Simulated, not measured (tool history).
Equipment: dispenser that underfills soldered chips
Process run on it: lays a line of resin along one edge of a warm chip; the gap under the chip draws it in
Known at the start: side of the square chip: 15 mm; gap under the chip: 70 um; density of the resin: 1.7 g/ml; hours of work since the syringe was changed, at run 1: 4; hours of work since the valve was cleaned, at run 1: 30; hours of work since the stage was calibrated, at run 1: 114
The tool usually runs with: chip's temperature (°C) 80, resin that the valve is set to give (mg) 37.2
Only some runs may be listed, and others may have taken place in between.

run	hour	chip's temperature (°C)	resin that the valve is set to give (mg)	hours of work since the syringe was changed	hours of work since the valve was cleaned	hours of work since the stage was calibrated	time until the resin shows at the far edge (s)	resin that the valve gave (mg)
1	0.0	80	37.2	4	30	114	72.3	36.79
# hour 8.5: new syringe of resin
2	10.4	72	37.2	1	38	122	87.5	36.69
# hour 21.8: new syringe of resin
3	21.8	72	37.2	0	47	130	83.4	36.58
4	30.7	80	37.2	7	54	137	83.7	36.28
# hour 35.2: new syringe of resin
5	37.0	74	37.2	1	58	142	82.7	36.21
# hour 47.6: dispensing valve cleaned and set on the balance
# hour 49.7: new syringe of resin
6	50.5	74	37.2	1	2	151	79.0	37.12
7	59.0	74	32.9	7	9	158	105.4	32.65
# hour 62.6: new syringe of resin
8	68.3	74	32.9	4	16	165	97.3	32.57
# hour 75.7: new syringe of resin
9	81.0	74	32.9	4	25	175	93.6	32.41
10	86.7	74	43.0	9	30	179	103.3	42.42
# hour 88.9: new syringe of resin
11	95.0	74	43.0	5	36	185	91.3	42.49
# hour 102.1: new syringe of resin
12	107.4	74	43.0	4	45	195	89.6	42.20
# hour 115.5: new syringe of resin
13	118.6	74	43.0	2	54	203	82.7	41.89
14	123.7	74	43.0	6	58	207	93.2	41.91
# hour 128.6: new syringe of resin
15	133.4	74	43.0	4	65	215	87.1	41.76
# hour 135.3: dispensing valve cleaned and set on the balance
16	139.8	74	36.1	8	4	219	106.7	36.03
# hour 142.8: new syringe of resin
17	149.0	80	37.2	5	10	226	78.9	36.93
18	154.5	74	44.5	9	15	230	106.5	44.54
# hour 156.3: new syringe of resin
19	167.0	80	47.7	8	24	239	86.7	47.16
# hour 169.1: new syringe of resin
20	175.1	86	36.0	5	30	246	64.5	35.48
# hour 182.6: new syringe of resin
21	184.4	86	36.0	1	37	253	57.5	35.63
22	192.9	80	32.7	8	44	259	92.5	32.01
# hour 195.5: new syringe of resin
23	200.2	80	32.7	4	49	265	76.8	32.10
24	207.5	80	32.7	9	55	270	93.4	31.93
# hour 208.4: new syringe of resin
25	213.7	80	32.7	4	60	275	81.0	31.98
26	220.0	80	32.7	9	65	280	94.1	31.84
# hour 221.3: new syringe of resin
# hour 223.1: dispensing valve cleaned and set on the balance
27	228.9	91	32.9	5	4	286	59.0	32.79
# hour 235.2: new syringe of resin
28	236.3	91	32.9	1	10	291	49.4	32.63
29	245.9	66	36.0	8	18	299	140.4	35.80
# hour 248.0: new syringe of resin
30	258.2	82	39.0	8	27	308	79.6	38.36
# hour 261.3: new syringe of resin
31	265.8	82	39.0	4	33	314	68.7	38.46
# hour 275.0: new syringe of resin
32	276.7	85	37.2	1	41	322	59.3	36.73
33	287.4	80	47.7	10	49	330	91.9	46.67
# hour 288.4: new syringe of resin
34	300.0	75	45.2	9	59	340	103.2	44.03

5 ways to go on from here, each from the tool as it stands after run 34. What would each give?
# hour 301.7: new syringe of resin
A	307.0	90	47.4	4	64	345	?	?
# hour 301.7: new syringe of resin
B	307.0	72	43.0	4	64	345	?	?
# hour 301.7: new syringe of resin
C	307.0	72	47.5	4	64	345	?	?
# hour 301.7: new syringe of resin
D	307.0	74	33.6	4	64	345	?	?
# hour 301.7: new syringe of resin
E	307.0	80	34.6	4	64	345	?	?

run	time until the resin shows at the far edge (s)	resin that the valve gave (mg)
A	54.6	46.24
B	96.3	41.88
C	93.3	46.28
D	93.7	32.76
E	77.2	33.77
Without the tool's unlogged condition, the same runs would have read:
run	time until the resin shows at the far edge (s)	resin that the valve gave (mg)
A	46.5	47.52
B	81.9	43.04
C	79.4	47.56
D	79.1	33.67
E	65.3	34.70
